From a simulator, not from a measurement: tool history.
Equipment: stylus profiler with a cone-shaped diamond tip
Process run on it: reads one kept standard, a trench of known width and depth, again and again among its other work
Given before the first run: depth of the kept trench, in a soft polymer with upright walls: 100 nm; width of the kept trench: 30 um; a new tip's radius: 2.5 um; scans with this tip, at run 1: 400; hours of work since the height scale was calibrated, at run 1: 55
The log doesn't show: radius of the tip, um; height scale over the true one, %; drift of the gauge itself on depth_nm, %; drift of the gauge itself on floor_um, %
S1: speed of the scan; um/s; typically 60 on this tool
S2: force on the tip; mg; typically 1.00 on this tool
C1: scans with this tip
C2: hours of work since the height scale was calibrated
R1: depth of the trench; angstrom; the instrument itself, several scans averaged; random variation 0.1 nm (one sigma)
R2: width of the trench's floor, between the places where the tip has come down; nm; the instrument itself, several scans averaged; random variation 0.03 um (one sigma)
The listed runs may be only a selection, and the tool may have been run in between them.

Run 1, hour 0.0: usual settings; C1 400; C2 55. Result: R1 1008.4 angstrom, R2 28090 nm.
Run 2, hour 40.6: usual settings; C1 569; C2 78. Result: R1 1006.4 angstrom, R2 28090 nm.
Run 3, hour 77.1: usual settings but S1 25 um/s; C1 721; C2 99. Result: R1 1007.6 angstrom, R2 28370 nm.
Run 4, hour 120.2: usual settings but S1 25 um/s; C1 900; C2 124. Result: R1 1008.8 angstrom, R2 28360 nm.
Run 5, hour 164.0: usual settings but S2 1.41 mg; C1 1082; C2 149. Result: R1 1011.0 angstrom, R2 28110 nm.
Run 6, hour 191.8: usual settings but S2 1.41 mg; C1 1197; C2 165. Result: R1 1011.1 angstrom, R2 28160 nm.
Run 7, hour 220.1: usual settings but S2 1.41 mg; C1 1315; C2 181. Result: R1 1010.6 angstrom, R2 28100 nm.
Run 8, hour 272.4: usual settings but S2 1.41 mg; C1 1533; C2 211. Result: R1 1010.8 angstrom, R2 28080 nm.
Run 9, hour 297.3: usual settings; C1 1636; C2 225. Result: R1 1007.7 angstrom, R2 28030 nm.
Run 10, hour 348.2: usual settings; C1 1848; C2 254. Result: R1 1006.4 angstrom, R2 28030 nm.
Run 11, hour 394.1: usual settings; C1 2039; C2 281. Result: R1 1008.9 angstrom, R2 28030 nm.
Run 12, hour 441.1: usual settings; C1 2234; C2 307. Result: R1 1008.8 angstrom, R2 28010 nm.
Run 13, hour 468.1: usual settings; C1 2346; C2 323. Result: R1 1008.3 angstrom, R2 28020 nm.
Run 14, hour 523.5: usual settings but S1 53 um/s; C1 2577; C2 355. Result: R1 1009.3 angstrom, R2 28050 nm.
Run 15, hour 552.6: usual settings but S1 53 um/s, S2 1.81 mg; C1 2698; C2 371. Result: R1 1012.5 angstrom, R2 28120 nm.
Run 16, hour 591.8: usual settings; C1 2861; C2 394. Result: R1 1009.9 angstrom, R2 28070 nm.
Run 17, hour 626.2: usual settings; C1 3004; C2 413. Result: R1 1008.3 angstrom, R2 28040 nm.
Run 18, hour 664.0: usual settings; C1 3161; C2 435. Result: R1 1007.3 angstrom, R2 27980 nm.
Run 19, hour 689.2: usual settings; C1 3266; C2 449. Result: R1 1009.0 angstrom, R2 28030 nm.
Run 20, hour 735.8: usual settings; C1 3460; C2 476. Result: R1 1009.0 angstrom, R2 27970 nm.
Run 21, hour 769.5: usual settings but S1 22 um/s, S2 0.81 mg; C1 3600; C2 495. Result: R1 1007.8 angstrom, R2 28290 nm.
Run 22, hour 816.8: usual settings but S1 144 um/s, S2 2.07 mg; C1 3797; C2 522. Result: R1 1014.5 angstrom, R2 27620 nm.
Run 23, hour 877.1: usual settings but S1 144 um/s, S2 2.07 mg; C1 4047; C2 557. Result: R1 1013.0 angstrom, R2 27640 nm.
Run 24, hour 904.7: usual settings but S1 144 um/s, S2 2.07 mg; C1 4162; C2 573. Result: R1 1013.9 angstrom, R2 27620 nm.
Run 25, hour 937.2: usual settings but S1 144 um/s, S2 2.07 mg; C1 4297; C2 591. Result: R1 1011.8 angstrom, R2 27620 nm.
Run 26, hour 975.8: usual settings but S1 66 um/s, S2 2.92 mg; C1 4458; C2 613. Result: R1 1017.3 angstrom, R2 28190 nm.
Run 27, hour 1027.4: usual settings but S1 31 um/s, S2 1.06 mg; C1 4672; C2 643. Result: R1 1010.3 angstrom, R2 28180 nm.
Run 28, hour 1058.2: usual settings but S1 31 um/s, S2 1.06 mg; C1 4800; C2 661. Result: R1 1010.1 angstrom, R2 28150 nm.
Run 29, hour 1098.7: usual settings but S1 49 um/s, S2 2.57 mg; C1 4969; C2 684. Result: R1 1017.9 angstrom, R2 28180 nm.
Run 30, hour 1152.3: usual settings but S1 49 um/s, S2 2.57 mg; C1 5192; C2 714. Result: R1 1015.3 angstrom, R2 28200 nm.
Run 31, hour 1182.2: usual settings but S1 119 um/s, S2 0.64 mg; C1 5316; C2 731. Result: R1 1007.1 angstrom, R2 27170 nm.
Run 32, hour 1236.5: usual settings but S1 77 um/s, S2 0.35 mg; C1 5542; C2 763. Result: R1 1006.4 angstrom, R2 27300 nm.
Run 33, hour 1270.1: usual settings but S1 62 um/s, S2 1.88 mg; C1 5682; C2 782. Result: R1 1013.9 angstrom, R2 28080 nm.
Run 34, hour 1307.7: usual settings but S1 63 um/s, S2 0.99 mg; C1 5838; C2 803. Result: R1 1007.6 angstrom, R2 27880 nm.
Run 35, hour 1356.9: usual settings but S1 102 um/s, S2 1.01 mg; C1 6043; C2 831. Result: R1 1009.1 angstrom, R2 27590 nm.
Run 36, hour 1383.7: usual settings but S1 84 um/s, S2 2.88 mg; C1 6154; C2 847. Result: R1 1017.2 angstrom, R2 27980 nm.
Run 37, hour 1442.7: usual settings but S1 50 um/s; C1 6399; C2 881. Result: R1 1011.2 angstrom, R2 27980 nm.
Run 38, hour 1500.0: usual settings but S1 171 um/s, S2 0.96 mg; C1 6637; C2 913. Result: R1 1011.6 angstrom, R2 26920 nm.
Run 39, hour 1537.4: usual settings but S1 171 um/s, S2 0.96 mg; C1 6793; C2 935. Result: R1 1008.5 angstrom, R2 26940 nm.
Run 40, hour 1597.1: usual settings but S1 166 um/s, S2 1.84 mg; C1 7041; C2 969. Result: R1 1013.2 angstrom, R2 27360 nm.

Per-run results on a tool with no hidden state, each run keeping its own random variation:
run      R1     R2
  1  1008.2  28120
  2  1006.1  28130
  3  1007.2  28410
  4  1008.4  28410
  5  1010.4  28170
  6  1010.6  28210
  7  1010.0  28150
  8  1010.0  28150
  9  1006.9  28100
 10  1005.6  28110
 11  1008.0  28110
 12  1007.8  28090
 13  1007.2  28110
 14  1008.1  28150
 15  1011.3  28220
 16  1008.6  28170
 17  1006.9  28150
 18  1005.8  28100
 19  1007.5  28150
 20  1007.4  28090
 21  1006.2  28420
 22  1012.8  27750
 23  1011.2  27780
 24  1012.0  27760
 25  1009.8  27760
 26  1015.3  28340
 27  1008.3  28330
 28  1007.9  28300
 29  1015.6  28340
 30  1013.0  28370
 31  1004.7  27340
 32  1004.0  27480
 33  1011.3  28260
 34  1005.0  28070
 35  1006.4  27780
 36  1014.4  28180
 37  1008.4  28180
 38  1008.6  27130
 39  1005.5  27150
 40  1010.0  27580
